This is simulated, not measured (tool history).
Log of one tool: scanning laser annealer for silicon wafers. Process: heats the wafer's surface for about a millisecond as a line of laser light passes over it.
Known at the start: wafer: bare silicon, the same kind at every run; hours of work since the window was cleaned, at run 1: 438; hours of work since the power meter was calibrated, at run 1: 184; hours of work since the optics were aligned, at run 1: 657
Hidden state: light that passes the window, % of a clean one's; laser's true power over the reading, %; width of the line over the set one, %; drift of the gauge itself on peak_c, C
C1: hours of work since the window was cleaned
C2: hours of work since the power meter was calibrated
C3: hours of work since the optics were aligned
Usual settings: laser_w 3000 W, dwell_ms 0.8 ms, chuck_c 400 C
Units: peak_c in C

{"run": 1, "day": 0.0, "laser_w": 3000, "dwell_ms": 0.8, "chuck_c": 400, "C1": 438, "C2": 184, "C3": 657, "peak_c": 1231}
{"run": 2, "day": 0.346, "laser_w": 2821, "dwell_ms": 0.8, "chuck_c": 400, "C1": 444, "C2": 190, "C3": 663, "peak_c": 1172}
{"run": 3, "day": 0.825, "laser_w": 2821, "dwell_ms": 0.8, "chuck_c": 400, "C1": 453, "C2": 199, "C3": 671, "peak_c": 1173}
{"run": 4, "day": 1.292, "laser_w": 2821, "dwell_ms": 0.8, "chuck_c": 400, "C1": 461, "C2": 207, "C3": 680, "peak_c": 1170}
{"run": 5, "day": 1.571, "laser_w": 2808, "dwell_ms": 0.8, "chuck_c": 400, "C1": 466, "C2": 212, "C3": 685, "peak_c": 1168}
{"run": 6, "day": 2.058, "laser_w": 2808, "dwell_ms": 0.8, "chuck_c": 400, "C1": 475, "C2": 221, "C3": 694, "peak_c": 1170}
{"run": 7, "day": 2.538, "laser_w": 2808, "dwell_ms": 0.8, "chuck_c": 400, "C1": 483, "C2": 230, "C3": 702, "peak_c": 1170}
{"day": 2.775, "done": "optics aligned, line set to its width"}
{"run": 8, "day": 3.183, "laser_w": 2808, "dwell_ms": 0.8, "chuck_c": 400, "C1": 491, "C2": 237, "C3": 7, "peak_c": 1171}
{"run": 9, "day": 3.717, "laser_w": 3000, "dwell_ms": 0.676, "chuck_c": 400, "C1": 501, "C2": 247, "C3": 17, "peak_c": 1155}
{"run": 10, "day": 4.146, "laser_w": 3000, "dwell_ms": 0.9, "chuck_c": 400, "C1": 509, "C2": 255, "C3": 25, "peak_c": 1282}
{"run": 11, "day": 4.662, "laser_w": 3000, "dwell_ms": 0.8, "chuck_c": 435, "C1": 518, "C2": 264, "C3": 34, "peak_c": 1260}
{"run": 12, "day": 4.95, "laser_w": 3000, "dwell_ms": 0.8, "chuck_c": 435, "C1": 523, "C2": 269, "C3": 39, "peak_c": 1263}
{"run": 13, "day": 5.421, "laser_w": 3032, "dwell_ms": 0.8, "chuck_c": 435, "C1": 532, "C2": 278, "C3": 48, "peak_c": 1273}
{"run": 14, "day": 5.954, "laser_w": 3032, "dwell_ms": 0.8, "chuck_c": 435, "C1": 541, "C2": 287, "C3": 57, "peak_c": 1272}
{"run": 15, "day": 6.175, "laser_w": 3000, "dwell_ms": 0.8, "chuck_c": 400, "C1": 545, "C2": 291, "C3": 61, "peak_c": 1226}
{"run": 16, "day": 6.708, "laser_w": 3000, "dwell_ms": 0.8, "chuck_c": 400, "C1": 555, "C2": 301, "C3": 71, "peak_c": 1227}
{"run": 17, "day": 6.929, "laser_w": 3000, "dwell_ms": 0.8, "chuck_c": 400, "C1": 559, "C2": 305, "C3": 75, "peak_c": 1228}
{"run": 18, "day": 7.45, "laser_w": 3000, "dwell_ms": 0.8, "chuck_c": 400, "C1": 568, "C2": 314, "C3": 84, "peak_c": 1229}
{"run": 19, "day": 7.775, "laser_w": 3000, "dwell_ms": 0.8, "chuck_c": 400, "C1": 574, "C2": 320, "C3": 90, "peak_c": 1230}
{"run": 20, "day": 8.079, "laser_w": 3000, "dwell_ms": 0.8, "chuck_c": 400, "C1": 579, "C2": 325, "C3": 95, "peak_c": 1228}
{"run": 21, "day": 8.55, "laser_w": 3189, "dwell_ms": 0.8, "chuck_c": 400, "C1": 588, "C2": 334, "C3": 104, "peak_c": 1281}
{"run": 22, "day": 8.788, "laser_w": 2772, "dwell_ms": 0.704, "chuck_c": 400, "C1": 592, "C2": 338, "C3": 108, "peak_c": 1110}
{"run": 23, "day": 9.179, "laser_w": 2772, "dwell_ms": 0.704, "chuck_c": 400, "C1": 599, "C2": 345, "C3": 115, "peak_c": 1112}
{"run": 24, "day": 9.592, "laser_w": 3000, "dwell_ms": 0.8, "chuck_c": 387, "C1": 607, "C2": 353, "C3": 123, "peak_c": 1213}
{"run": 25, "day": 10.058, "laser_w": 3171, "dwell_ms": 0.742, "chuck_c": 365, "C1": 615, "C2": 361, "C3": 131, "peak_c": 1211}
{"day": 10.3, "done": "window over the wafer cleaned"}
{"run": 26, "day": 10.379, "laser_w": 3110, "dwell_ms": 0.742, "chuck_c": 412, "C1": 1, "C2": 365, "C3": 135, "peak_c": 1241}
{"run": 27, "day": 10.892, "laser_w": 2865, "dwell_ms": 0.7, "chuck_c": 373, "C1": 11, "C2": 375, "C3": 144, "peak_c": 1107}
{"run": 28, "day": 11.325, "laser_w": 3000, "dwell_ms": 0.732, "chuck_c": 400, "C1": 18, "C2": 382, "C3": 152, "peak_c": 1192}
{"run": 29, "day": 11.821, "laser_w": 3000, "dwell_ms": 0.732, "chuck_c": 400, "C1": 27, "C2": 391, "C3": 161, "peak_c": 1194}
{"run": 30, "day": 12.233, "laser_w": 3000, "dwell_ms": 0.732, "chuck_c": 400, "C1": 35, "C2": 399, "C3": 169, "peak_c": 1193}
{"run": 31, "day": 12.462, "laser_w": 3000, "dwell_ms": 0.807, "chuck_c": 385, "C1": 39, "C2": 403, "C3": 173, "peak_c": 1218}
{"run": 32, "day": 12.95, "laser_w": 3001, "dwell_ms": 0.925, "chuck_c": 378, "C1": 48, "C2": 412, "C3": 181, "peak_c": 1269}
{"run": 33, "day": 13.35, "laser_w": 2674, "dwell_ms": 0.72, "chuck_c": 434, "C1": 55, "C2": 419, "C3": 189, "peak_c": 1125}
{"run": 34, "day": 13.712, "laser_w": 2928, "dwell_ms": 0.747, "chuck_c": 399, "C1": 61, "C2": 425, "C3": 195, "peak_c": 1176}
{"run": 35, "day": 13.938, "laser_w": 2934, "dwell_ms": 0.747, "chuck_c": 363, "C1": 65, "C2": 429, "C3": 199, "peak_c": 1145}
{"run": 36, "day": 14.192, "laser_w": 3000, "dwell_ms": 0.831, "chuck_c": 399, "C1": 70, "C2": 434, "C3": 204, "peak_c": 1243}
{"run": 37, "day": 14.588, "laser_w": 2761, "dwell_ms": 0.638, "chuck_c": 437, "C1": 77, "C2": 441, "C3": 211, "peak_c": 1109}
{"run": 38, "day": 14.904, "laser_w": 2761, "dwell_ms": 0.638, "chuck_c": 437, "C1": 83, "C2": 447, "C3": 217, "peak_c": 1109}
{"run": 39, "day": 15.321, "laser_w": 2761, "dwell_ms": 0.638, "chuck_c": 437, "C1": 90, "C2": 454, "C3": 224, "peak_c": 1109}

Forecast run 40:
{"run": 40, "day": 15.675, "laser_w": 3282, "dwell_ms": 0.949, "chuck_c": 400, "C1": 97, "C2": 461, "C3": 230, "peak_c": "?"}

Run 40 gave peak_c 1401 C.
Without the tool's hidden state the same run would have given peak_c 1402 C.
